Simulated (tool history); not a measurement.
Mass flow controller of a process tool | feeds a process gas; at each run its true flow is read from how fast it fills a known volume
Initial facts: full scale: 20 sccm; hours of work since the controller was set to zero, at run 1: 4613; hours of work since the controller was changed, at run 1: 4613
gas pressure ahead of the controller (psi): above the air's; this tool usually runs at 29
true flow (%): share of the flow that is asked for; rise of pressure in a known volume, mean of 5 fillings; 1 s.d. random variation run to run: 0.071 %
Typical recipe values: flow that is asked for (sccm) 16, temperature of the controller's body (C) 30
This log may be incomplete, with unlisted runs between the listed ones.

run	hour	flow that is asked for (sccm)	gas pressure ahead of the controller (psi)	temperature of the controller's body (C)	hours of work since the controller was set to zero	hours of work since the controller was changed	true flow (%)
1	0	16	29	30	4613	4613	99.74
2	182.3	16	29	30	4748	4748	99.76
3	417.8	16	29	30	4923	4923	99.65
4	617	16	29	30	5072	5072	99.31
5	753.8	16	29	30	5174	5174	99.37
6	910.1	16	29	30	5290	5290	99.39
7	1167	16	29	30	5481	5481	99.11
8	1372.8	16	29	30	5634	5634	98.92
9	1634.8	16	29	30	5829	5829	98.76
10	1799.7	16	29	26	5952	5952	98.19
11	1923.9	16	29	26	6044	6044	98.32
# hour 2117.6: controller's zero set anew
12	2146.1	16	29	26	21	6209	98.06
13	2312.3	16	23.1	26	145	6333	98.29
14	2578.3	16	23.1	26	343	6531	98.11
15	2820.7	16	23.1	26	523	6711	97.87
16	2991.7	16	25.8	24	651	6839	97.53
17	3182.9	16	29.6	20	793	6981	96.8

Run 18 is up next; what results do you expect?
18	3443.4	16	29.6	20	987	7175	?

Run 18 yielded true flow (%) 96.83.
Minus the tool's unlogged condition, the same run would have read true flow (%) 99.
